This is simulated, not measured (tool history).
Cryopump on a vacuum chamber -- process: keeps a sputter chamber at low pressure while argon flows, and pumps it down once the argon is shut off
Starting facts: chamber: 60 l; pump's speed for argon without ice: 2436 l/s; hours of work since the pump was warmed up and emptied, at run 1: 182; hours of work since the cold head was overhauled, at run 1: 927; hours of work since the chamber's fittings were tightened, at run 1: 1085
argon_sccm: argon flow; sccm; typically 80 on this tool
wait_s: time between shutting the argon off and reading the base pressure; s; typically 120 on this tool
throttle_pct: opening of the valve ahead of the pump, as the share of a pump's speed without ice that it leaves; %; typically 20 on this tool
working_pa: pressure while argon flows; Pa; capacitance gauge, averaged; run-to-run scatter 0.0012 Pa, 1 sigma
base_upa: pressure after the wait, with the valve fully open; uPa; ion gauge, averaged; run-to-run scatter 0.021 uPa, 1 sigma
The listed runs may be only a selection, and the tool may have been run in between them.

run,hour,argon_sccm,wait_s,throttle_pct,hours of work since the pump was warmed up and emptied,hours of work since the cold head was overhauled,hours of work since the chamber's fittings were tightened,working_pa,base_upa
1,0,80,120,20,182,927,1085,0.2814,1.05
# hour 25.7: leaking fittings of the chamber tightened, without venting
2,34.8,115,120,20,209,954,7,0.4079,0.39
3,75.4,80,46,20,242,987,41,0.2863,0.71
4,105.7,80,46,20,267,1011,65,0.286,0.72
5,147.3,80,46,20,301,1045,99,0.2865,0.75
6,174.9,80,20,20,324,1068,122,0.2868,1.37
7,219.6,80,120,20,360,1104,158,0.2895,0.48
8,261.7,80,120,20,394,1139,193,0.2917,0.53
9,286.3,80,120,20,415,1159,213,0.2906,0.54
10,318.8,80,120,49,441,1186,239,0.1288,0.57
11,361.4,80,120,20,476,1220,274,0.2954,0.64
12,396.5,80,120,40,505,1249,303,0.1568,0.66
13,430.9,80,120,40,533,1277,331,0.1583,0.69
14,468.8,80,120,18,564,1308,362,0.3297,0.72
15,495,80,120,18,585,1330,383,0.3327,0.75
16,522.4,80,46,20,608,1352,406,0.2996,1.06
17,548.2,133,120,20,629,1373,427,0.5056,0.79
18,582.6,87,117,20,657,1401,455,0.3328,0.84
19,628.3,64,94,20,694,1438,492,0.2454,0.94
20,671.4,88,222,20,729,1474,527,0.3373,0.82
# hour 682.3: pump warmed up, emptied and cooled again
21,706.6,38,32,35,20,1498,552,0.0766,1.24
22,742.6,32,20,26,49,1528,582,0.0865,1.71
23,784.8,60,169,20,84,1562,616,0.21,0.72
24,832.3,61,55,55,123,1601,655,0.0802,1.05
25,867.8,80,26,42,152,1630,684,0.1392,1.52
26,901.6,69,42,31,179,1658,711,0.1595,1.23
27,936.2,69,50,31,207,1686,740,0.1608,1.18
28,955.8,80,135,20,223,1702,756,0.2858,0.88
29,983.2,98,135,48,246,1724,778,0.1536,0.91
30,1006.7,98,135,48,265,1743,797,0.1528,0.97
31,1047.3,62,34,21,298,1777,830,0.2139,1.53
32,1073.3,149,34,31,319,1798,852,0.3571,1.54
33,1104.7,149,34,31,345,1824,877,0.356,1.57
34,1137.3,39,29,20,372,1850,904,0.1402,1.67

Below, some changes in working_pa between adjacent runs. For each, the amount present without the hidden state too (settings, incoming material, random variation) and the amount remaining for the hidden state with gauge scatter not shared by both compared results:
The hidden state here: pump's speed, % of a pump's without ice; cold plate's temperature, K; leak into the chamber, uPa l/s; drift of the gauge itself on working_pa, %; drift of the gauge itself on base_upa, %.
Run 16 -> 17: argon_sccm 80 -> 133, wait_s 46 -> 120. working_pa +0.206 Pa: hidden state +0.0173, all else +0.1887.
Run 20 -> 21: argon_sccm 88 -> 38, wait_s 222 -> 32, throttle_pct 20 -> 35, pump warmed up, emptied and cooled again. working_pa -0.2607 Pa: hidden state -0.0313, all else -0.2294.
Run 33 -> 34: argon_sccm 149 -> 39, wait_s 34 -> 29, throttle_pct 31 -> 20. working_pa -0.2158 Pa: hidden state -0.017, all else -0.1988.
